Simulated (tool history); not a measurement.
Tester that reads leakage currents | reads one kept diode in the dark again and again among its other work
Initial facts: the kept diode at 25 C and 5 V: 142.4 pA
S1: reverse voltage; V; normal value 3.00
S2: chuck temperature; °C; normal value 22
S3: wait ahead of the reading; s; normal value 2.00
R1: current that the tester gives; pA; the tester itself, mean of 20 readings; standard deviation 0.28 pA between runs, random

Run 1, hour 0.0: usual settings. Result: R1 95.71 pA.
Run 2, hour 21.2: usual settings but S3 1.39 s. Result: R1 95.67 pA.
Run 3, hour 42.5: usual settings but S3 1.39 s. Result: R1 95.52 pA.
Run 4, hour 84.9: usual settings but S3 1.39 s. Result: R1 95.46 pA.
Run 5, hour 133.6: usual settings but S2 56 °C, S3 1.39 s. Result: R1 1005.57 pA.
Run 6, hour 163.7: usual settings but S2 56 °C, S3 1.39 s. Result: R1 1003.85 pA.
Run 7, hour 206.3: usual settings but S1 4.62 V. Result: R1 114.84 pA.
Run 8, hour 247.6: usual settings but S1 4.62 V. Result: R1 114.92 pA.
Run 9, hour 273.9: usual settings but S1 4.62 V. Result: R1 115.20 pA.
Run 10, hour 321.2: usual settings but S2 28 °C. Result: R1 151.98 pA.
Run 11, hour 348.3: usual settings but S3 1.04 s. Result: R1 97.74 pA.
Run 12, hour 387.3: usual settings but S3 0.85 s. Result: R1 97.85 pA.
Run 13, hour 414.4: usual settings but S1 6.22 V. Result: R1 130.66 pA.
Run 14, hour 438.3: usual settings but S1 6.22 V. Result: R1 130.74 pA.
Run 15, hour 488.6: usual settings but S1 1.15 V. Result: R1 66.50 pA.
Run 16, hour 510.8: usual settings but S1 4.10 V. Result: R1 111.73 pA.
Run 17, hour 548.5: usual settings but S1 4.10 V. Result: R1 111.36 pA.
Run 18, hour 572.2: usual settings but S1 4.10 V, S2 39 °C. Result: R1 382.29 pA.
Run 19, hour 606.9: usual settings but S1 4.10 V, S2 39 °C. Result: R1 381.97 pA.
Run 20, hour 641.1: usual settings but S1 4.10 V, S2 39 °C. Result: R1 383.07 pA.
Run 21, hour 671.1: usual settings but S1 4.10 V, S2 34 °C, S3 4.09 s. Result: R1 270.99 pA.
Run 22, hour 721.3: usual settings but S1 17.70 V, S3 9.77 s. Result: R1 203.70 pA.
Run 23, hour 745.2: usual settings but S1 17.70 V, S3 9.77 s. Result: R1 202.83 pA.
Run 24, hour 779.1: usual settings but S3 1.45 s. Result: R1 99.87 pA.
Run 25, hour 818.2: usual settings but S1 1.08 V, S2 24 °C, S3 1.12 s. Result: R1 77.37 pA.
Run 26, hour 850.0: usual settings but S1 1.08 V, S2 24 °C, S3 1.12 s. Result: R1 77.93 pA.
Run 27, hour 890.8: usual settings but S2 30 °C. Result: R1 181.69 pA.
Run 28, hour 912.3: usual settings but S2 23 °C, S3 0.56 s. Result: R1 109.09 pA.
Run 29, hour 944.6: usual settings but S2 23 °C, S3 0.56 s. Result: R1 109.72 pA.
Run 30, hour 977.9: usual settings but S2 55 °C, S3 0.37 s. Result: R1 985.79 pA.
Run 31, hour 1026.7: usual settings but S2 59 °C, S3 8.78 s. Result: R1 1261.97 pA.
Run 32, hour 1050.0: usual settings but S1 4.79 V, S2 29 °C, S3 0.78 s. Result: R1 205.12 pA.
Run 33, hour 1087.7: usual settings but S1 4.79 V, S2 29 °C, S3 0.78 s. Result: R1 205.92 pA.
Run 34, hour 1119.7: usual settings but S1 4.79 V, S2 29 °C, S3 0.73 s. Result: R1 206.07 pA.
Run 35, hour 1163.6: usual settings but S1 1.27 V, S2 34 °C, S3 5.56 s. Result: R1 174.23 pA.
Run 36, hour 1190.7: usual settings but S1 2.95 V, S2 24 °C. Result: R1 118.29 pA.
Run 37, hour 1231.9: usual settings but S1 2.95 V, S2 44 °C, S3 0.46 s. Result: R1 483.35 pA.

For run 38, what comes out?
Run 38, hour 1260.9: usual settings but S1 15.06 V, S2 43 °C, S3 3.58 s. Result: R1 ?.

{"run 38": {"R1": 865.04}}
If the tool had no hidden condition, the same run with the same run-to-run variation would have returned R1 800.56 pA.
